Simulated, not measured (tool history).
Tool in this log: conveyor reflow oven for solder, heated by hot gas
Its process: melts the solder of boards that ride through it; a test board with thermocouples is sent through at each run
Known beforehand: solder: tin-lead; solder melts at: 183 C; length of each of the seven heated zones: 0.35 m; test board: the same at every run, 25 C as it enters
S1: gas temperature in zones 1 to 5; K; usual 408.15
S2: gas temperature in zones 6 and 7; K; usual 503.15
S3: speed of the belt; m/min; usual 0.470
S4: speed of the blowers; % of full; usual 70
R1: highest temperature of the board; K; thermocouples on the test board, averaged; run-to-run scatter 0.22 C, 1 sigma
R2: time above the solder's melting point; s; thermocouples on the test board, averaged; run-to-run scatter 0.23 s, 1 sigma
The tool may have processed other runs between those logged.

run	hour	S1	S2	S3	S4	R1	R2
1	0.0	408.15	503.15	0.470	70	489.25	65.0
2	99.7	412.15	503.15	0.470	70	489.35	67.4
3	159.0	408.15	503.15	0.527	70	485.75	53.8
4	214.7	408.15	503.15	0.470	70	488.65	65.3
5	300.8	408.15	503.15	0.470	70	488.55	64.8
# hour 331.5: flux residue cleaned out of gas plates and filters
6	386.2	408.15	503.15	0.470	70	488.95	65.1
7	473.1	408.15	503.15	0.470	70	488.75	65.2
# hour 566.7: thermocouples of zones 6 and 7 changed
8	570.0	408.15	503.15	0.470	53	483.75	58.1
9	651.0	408.15	497.15	0.470	70	483.25	60.3
10	692.8	393.15	497.15	0.470	70	481.15	51.8
11	741.6	393.15	497.15	0.470	70	481.15	51.6
12	819.0	408.15	503.15	0.470	70	489.55	65.1
# hour 834.3: flux residue cleaned out of gas plates and filters
13	901.6	408.15	503.15	0.489	70	488.35	61.5
14	973.8	408.15	503.15	0.432	70	491.55	74.0
15	1065.6	408.15	503.15	0.432	70	491.15	73.9
16	1140.8	408.15	503.15	0.432	70	491.35	74.2
17	1181.3	408.15	503.15	0.524	70	485.15	54.8
18	1257.6	408.15	503.15	0.524	70	485.55	54.5
19	1317.4	408.15	503.15	0.524	70	485.65	54.7
# hour 1336.6: flux residue cleaned out of gas plates and filters
20	1401.1	408.15	515.15	0.439	70	501.75	81.0
21	1465.0	408.15	515.15	0.439	70	501.85	80.6
22	1541.2	397.15	507.15	0.383	75	497.65	86.3
23	1611.2	408.15	503.15	0.473	70	488.75	64.4
24	1675.5	408.15	504.15	0.528	70	486.15	55.0
# hour 1740.3: thermocouples of zones 6 and 7 changed
# hour 1759.0: belt drive overhauled, speed set with a stopwatch
25	1771.2	408.15	497.15	0.452	74	485.45	65.7
# hour 1844.4: flux residue cleaned out of gas plates and filters
26	1872.1	408.15	503.15	0.470	55	484.15	58.8
27	1930.4	408.15	503.15	0.470	55	484.65	59.4
28	1996.8	408.15	503.15	0.429	85	494.25	78.0
29	2078.2	408.15	503.15	0.429	85	494.05	78.0

3 ways to go on from here, each from the tool as it stands after run 29. What would each give?
A	2169.8	397.15	496.15	0.544	70	?	?
B	2169.8	415.15	503.15	0.454	85	?	?
C	2169.8	394.15	517.15	0.429	53	?	?

run	R1	R2
A	476.35	38.8
B	493.65	75.9
C	497.05	72.4
With no hidden state in the tool, these same runs would have given:
run	R1	R2
A	476.45	38.9
B	493.75	76.0
C	497.15	72.5
